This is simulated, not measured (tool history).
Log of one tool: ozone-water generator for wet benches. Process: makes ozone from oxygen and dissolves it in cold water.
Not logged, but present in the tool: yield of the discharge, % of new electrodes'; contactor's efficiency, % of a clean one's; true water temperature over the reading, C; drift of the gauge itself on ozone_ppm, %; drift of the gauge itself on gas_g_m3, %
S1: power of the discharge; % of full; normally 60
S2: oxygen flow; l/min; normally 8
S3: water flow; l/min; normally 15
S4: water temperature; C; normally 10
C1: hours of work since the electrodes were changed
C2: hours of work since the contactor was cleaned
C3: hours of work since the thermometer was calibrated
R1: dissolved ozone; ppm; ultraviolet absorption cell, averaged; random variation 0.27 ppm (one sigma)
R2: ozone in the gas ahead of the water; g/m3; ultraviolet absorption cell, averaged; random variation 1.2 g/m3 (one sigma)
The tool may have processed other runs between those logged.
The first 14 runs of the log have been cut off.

{"run": 15, "hour": 2367.0, "S1": 60, "S2": 5.01, "S3": 15, "S4": 10, "C1": 5525, "C2": 2305, "C3": 2070, "R1": 42.2, "R2": 265.8}
{"run": 16, "hour": 2591.5, "S1": 60, "S2": 5.01, "S3": 15, "S4": 9, "C1": 5692, "C2": 2472, "C3": 2238, "R1": 42.7, "R2": 261.6}
{"run": 17, "hour": 2802.8, "S1": 84, "S2": 10.43, "S3": 21, "S4": 9, "C1": 5849, "C2": 2629, "C3": 2395, "R1": 44.1, "R2": 234.1}
{"run": 18, "hour": 2985.0, "S1": 56, "S2": 8, "S3": 15, "S4": 6, "C1": 5985, "C2": 2765, "C3": 2531, "R1": 42.4, "R2": 196.6}
{"run": 19, "hour": 3176.7, "S1": 93, "S2": 13.99, "S3": 16, "S4": 10, "C1": 6128, "C2": 2908, "C3": 2673, "R1": 52.4, "R2": 215.5}
{"hour": 3293.9, "done": "electrodes of the discharge changed"}
{"run": 20, "hour": 3293.9, "S1": 47, "S2": 13.99, "S3": 16, "S4": 5, "C1": 0, "C2": 2990, "C3": 2756, "R1": 34.2, "R2": 130.4}
{"run": 21, "hour": 3427.0, "S1": 60, "S2": 5.2, "S3": 17, "S4": 10, "C1": 99, "C2": 3090, "C3": 2855, "R1": 38.8, "R2": 257}
{"run": 22, "hour": 3586.2, "S1": 89, "S2": 7.72, "S3": 14, "S4": 12, "C1": 218, "C2": 3208, "C3": 2974, "R1": 56.2, "R2": 285.9}
{"run": 23, "hour": 3754.5, "S1": 55, "S2": 14.25, "S3": 9, "S4": 12, "C1": 343, "C2": 3333, "C3": 3099, "R1": 41.1, "R2": 144.3}
{"hour": 3775.7, "done": "water thermometer calibrated"}
{"run": 24, "hour": 3965.2, "S1": 98, "S2": 10.57, "S3": 10, "S4": 10, "C1": 499, "C2": 3490, "C3": 141, "R1": 70.2, "R2": 259.3}
{"run": 25, "hour": 4175.1, "S1": 98, "S2": 10.57, "S3": 10, "S4": 10, "C1": 656, "C2": 3646, "C3": 297, "R1": 70, "R2": 260.4}
{"run": 26, "hour": 4368.0, "S1": 79, "S2": 5.29, "S3": 10, "S4": 7, "C1": 799, "C2": 3790, "C3": 441, "R1": 69.8, "R2": 315}
{"run": 27, "hour": 4509.6, "S1": 86, "S2": 12.56, "S3": 24, "S4": 15, "C1": 905, "C2": 3895, "C3": 546, "R1": 36.3, "R2": 216.1}
{"run": 28, "hour": 4715.9, "S1": 86, "S2": 12.56, "S3": 24, "S4": 15, "C1": 1058, "C2": 4049, "C3": 700, "R1": 36.1, "R2": 214.9}
{"run": 29, "hour": 4845.0, "S1": 86, "S2": 12.56, "S3": 24, "S4": 15, "C1": 1154, "C2": 4145, "C3": 796, "R1": 36.3, "R2": 213.9}
{"run": 30, "hour": 4950.3, "S1": 60, "S2": 8, "S3": 13, "S4": 12, "C1": 1233, "C2": 4223, "C3": 874, "R1": 43.3, "R2": 204}
{"run": 31, "hour": 5099.3, "S1": 60, "S2": 8, "S3": 15, "S4": 6, "C1": 1344, "C2": 4334, "C3": 985, "R1": 44.7, "R2": 205.7}

Forecast each of these 4 alternatives for the next run:
{"run": "A", "hour": 5266.1, "S1": 42, "S2": 8, "S3": 15, "S4": 6, "C1": 1468, "C2": 4458, "C3": 1110, "R1": "?", "R2": "?"}
{"run": "B", "hour": 5266.1, "S1": 46, "S2": 8, "S3": 15, "S4": 18, "C1": 1468, "C2": 4458, "C3": 1110, "R1": "?", "R2": "?"}
{"run": "C", "hour": 5266.1, "S1": 44, "S2": 7.41, "S3": 15, "S4": 15, "C1": 1468, "C2": 4458, "C3": 1110, "R1": "?", "R2": "?"}
{"run": "D", "hour": 5266.1, "S1": 75, "S2": 13.94, "S3": 15, "S4": 6, "C1": 1468, "C2": 4458, "C3": 1110, "R1": "?", "R2": "?"}

run=A R1=34 R2=157.3
run=B R1=29.1 R2=168
run=C R1=30.1 R2=168.7
run=D R1=49.6 R2=181.4
Without the tool's hidden state the same runs would have given:
run=A R1=34 R2=161.6
run=B R1=29.1 R2=172.7
run=C R1=30.1 R2=173.4
run=D R1=49.7 R2=186.5
